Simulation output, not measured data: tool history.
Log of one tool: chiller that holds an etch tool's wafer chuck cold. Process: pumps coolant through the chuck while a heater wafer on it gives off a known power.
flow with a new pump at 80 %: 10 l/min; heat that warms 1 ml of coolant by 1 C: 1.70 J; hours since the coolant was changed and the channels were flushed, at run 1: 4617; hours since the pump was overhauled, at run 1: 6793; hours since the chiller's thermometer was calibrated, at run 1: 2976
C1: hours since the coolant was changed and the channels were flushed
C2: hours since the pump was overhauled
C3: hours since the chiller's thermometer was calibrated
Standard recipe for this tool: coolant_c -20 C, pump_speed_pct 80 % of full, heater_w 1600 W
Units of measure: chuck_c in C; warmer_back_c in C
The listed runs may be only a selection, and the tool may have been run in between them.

run 1 hour=0 | coolant_c=-20 pump_speed_pct=80 heater_w=1600 | C1=4617 C2=6793 C3=2976 | chuck_c=-4.4 warmer_back_c=6.18
run 2 hour=183 | coolant_c=-20 pump_speed_pct=80 heater_w=1600 | C1=4800 C2=6976 C3=3159 | chuck_c=-4.5 warmer_back_c=6.2
-- hour=367.8 coolant changed, channels flushed
run 3 hour=413.2 | coolant_c=-20 pump_speed_pct=80 heater_w=1600 | C1=45 C2=7201 C3=3383 | chuck_c=-7.3 warmer_back_c=6.15
run 4 hour=512.4 | coolant_c=-20 pump_speed_pct=80 heater_w=1600 | C1=145 C2=7300 C3=3482 | chuck_c=-7.4 warmer_back_c=6.2
run 5 hour=678 | coolant_c=-20 pump_speed_pct=80 heater_w=1600 | C1=310 C2=7465 C3=3648 | chuck_c=-7.2 warmer_back_c=6.15
run 6 hour=884.8 | coolant_c=-20 pump_speed_pct=80 heater_w=1600 | C1=517 C2=7672 C3=3855 | chuck_c=-7 warmer_back_c=6.21
run 7 hour=989.5 | coolant_c=-14 pump_speed_pct=80 heater_w=1600 | C1=622 C2=7777 C3=3960 | chuck_c=-1.1 warmer_back_c=6.25
run 8 hour=1208.6 | coolant_c=-20 pump_speed_pct=80 heater_w=1600 | C1=841 C2=7996 C3=4179 | chuck_c=-6.6 warmer_back_c=6.2
-- hour=1370.3 coolant pump overhauled
run 9 hour=1423.8 | coolant_c=-20 pump_speed_pct=64 heater_w=1600 | C1=1051 C2=54 C3=4389 | chuck_c=-5.2 warmer_back_c=7.16
run 10 hour=1535.4 | coolant_c=-20 pump_speed_pct=64 heater_w=1600 | C1=1163 C2=165 C3=4500 | chuck_c=-5.4 warmer_back_c=7.2
run 11 hour=1654.9 | coolant_c=-20 pump_speed_pct=64 heater_w=1600 | C1=1282 C2=285 C3=4620 | chuck_c=-5.2 warmer_back_c=7.22
run 12 hour=1881.5 | coolant_c=-20 pump_speed_pct=64 heater_w=1390 | C1=1509 C2=511 C3=4847 | chuck_c=-6.8 warmer_back_c=6.19
run 13 hour=2059.3 | coolant_c=-20 pump_speed_pct=70 heater_w=1390 | C1=1687 C2=689 C3=5024 | chuck_c=-7.7 warmer_back_c=5.67
run 14 hour=2224.9 | coolant_c=-20 pump_speed_pct=70 heater_w=1390 | C1=1852 C2=855 C3=5190 | chuck_c=-7.3 warmer_back_c=5.71
run 15 hour=2403.9 | coolant_c=-20 pump_speed_pct=80 heater_w=1844 | C1=2031 C2=1034 C3=5369 | chuck_c=-4.8 warmer_back_c=6.58
run 16 hour=2628 | coolant_c=-20 pump_speed_pct=80 heater_w=1844 | C1=2255 C2=1258 C3=5593 | chuck_c=-4.7 warmer_back_c=6.64
run 17 hour=2779.4 | coolant_c=-12 pump_speed_pct=80 heater_w=1868 | C1=2407 C2=1409 C3=5744 | chuck_c=3.8 warmer_back_c=6.73
-- hour=2926.5 chiller's thermometer calibrated
run 18 hour=2958.4 | coolant_c=-12 pump_speed_pct=80 heater_w=1868 | C1=2585 C2=1587 C3=32 | chuck_c=3.1 warmer_back_c=6.7
run 19 hour=3141.3 | coolant_c=-22 pump_speed_pct=66 heater_w=1718 | C1=2768 C2=1770 C3=215 | chuck_c=-6.2 warmer_back_c=7.58
run 20 hour=3331.9 | coolant_c=-22 pump_speed_pct=90 heater_w=1089 | C1=2958 C2=1961 C3=405 | chuck_c=-13.6 warmer_back_c=3.48
run 21 hour=3473.2 | coolant_c=-20 pump_speed_pct=63 heater_w=2311 | C1=3099 C2=2102 C3=547 | chuck_c=2.6 warmer_back_c=10.75
run 22 hour=3642.6 | coolant_c=-10 pump_speed_pct=60 heater_w=1855 | C1=3269 C2=2271 C3=716 | chuck_c=8.7 warmer_back_c=9.11
run 23 hour=3854 | coolant_c=-13 pump_speed_pct=98 heater_w=1027 | C1=3480 C2=2483 C3=927 | chuck_c=-5.1 warmer_back_c=3.01
run 24 hour=4017.2 | coolant_c=-13 pump_speed_pct=98 heater_w=1027 | C1=3643 C2=2646 C3=1091 | chuck_c=-5.2 warmer_back_c=3.05
run 25 hour=4235.9 | coolant_c=-13 pump_speed_pct=98 heater_w=1414 | C1=3862 C2=2865 C3=1309 | chuck_c=-2 warmer_back_c=4.17
run 26 hour=4372 | coolant_c=-13 pump_speed_pct=98 heater_w=1032 | C1=3998 C2=3001 C3=1445 | chuck_c=-4.7 warmer_back_c=3.03
run 27 hour=4554.3 | coolant_c=-14 pump_speed_pct=64 heater_w=1046 | C1=4180 C2=3183 C3=1628 | chuck_c=-3.2 warmer_back_c=4.86
run 28 hour=4744.5 | coolant_c=-20 pump_speed_pct=67 heater_w=1600 | C1=4371 C2=3373 C3=1818 | chuck_c=-3.9 warmer_back_c=7.07
run 29 hour=4966.6 | coolant_c=-21 pump_speed_pct=68 heater_w=1601 | C1=4593 C2=3595 C3=2040 | chuck_c=-4.5 warmer_back_c=7.05
run 30 hour=5166.8 | coolant_c=-13 pump_speed_pct=68 heater_w=933 | C1=4793 C2=3795 C3=2240 | chuck_c=-3.3 warmer_back_c=4.05
-- hour=5355.6 coolant changed, channels flushed
run 31 hour=5379.5 | coolant_c=-24 pump_speed_pct=80 heater_w=1418 | C1=24 C2=4002 C3=2447 | chuck_c=-13.2 warmer_back_c=5.31
run 32 hour=5473.6 | coolant_c=-24 pump_speed_pct=94 heater_w=1900 | C1=118 C2=4096 C3=2541 | chuck_c=-10.9 warmer_back_c=5.92

The logged runs with the hidden state left out (each run's random variation unchanged):
The hidden state here: heat passed by the chuck's channels, % of clean ones'; flow at a given pump speed, % of a new pump's; coolant's true temperature over the reading, C; drift of the gauge itself on chuck_c, C; drift of the gauge itself on warmer_back_c, C.
run=1 chuck_c=-8.5 warmer_back_c=5.66
run=2 chuck_c=-8.8 warmer_back_c=5.66
run=3 chuck_c=-8.5 warmer_back_c=5.59
run=4 chuck_c=-8.6 warmer_back_c=5.63
run=5 chuck_c=-8.6 warmer_back_c=5.57
run=6 chuck_c=-8.6 warmer_back_c=5.62
run=7 chuck_c=-2.7 warmer_back_c=5.65
run=8 chuck_c=-8.4 warmer_back_c=5.58
run=9 chuck_c=-6.4 warmer_back_c=7.15
run=10 chuck_c=-6.7 warmer_back_c=7.18
run=11 chuck_c=-6.6 warmer_back_c=7.19
run=12 chuck_c=-8.3 warmer_back_c=6.15
run=13 chuck_c=-9.3 warmer_back_c=5.63
run=14 chuck_c=-9 warmer_back_c=5.65
run=15 chuck_c=-6.8 warmer_back_c=6.5
run=16 chuck_c=-6.9 warmer_back_c=6.53
run=17 chuck_c=1.4 warmer_back_c=6.62
run=18 chuck_c=1.4 warmer_back_c=6.57
run=19 chuck_c=-8.1 warmer_back_c=7.42
run=20 chuck_c=-14.8 warmer_back_c=3.4
run=21 chuck_c=-0.4 warmer_back_c=10.48
run=22 chuck_c=6 warmer_back_c=8.87
run=23 chuck_c=-6.4 warmer_back_c=2.93
run=24 chuck_c=-6.6 warmer_back_c=2.95
run=25 chuck_c=-4.1 warmer_back_c=4.03
run=26 chuck_c=-6.4 warmer_back_c=2.92
run=27 chuck_c=-5.3 warmer_back_c=4.68
run=28 chuck_c=-7.2 warmer_back_c=6.78
run=29 chuck_c=-8 warmer_back_c=6.75
run=30 chuck_c=-5.5 warmer_back_c=3.87
run=31 chuck_c=-14 warmer_back_c=5.06
run=32 chuck_c=-11.8 warmer_back_c=5.63
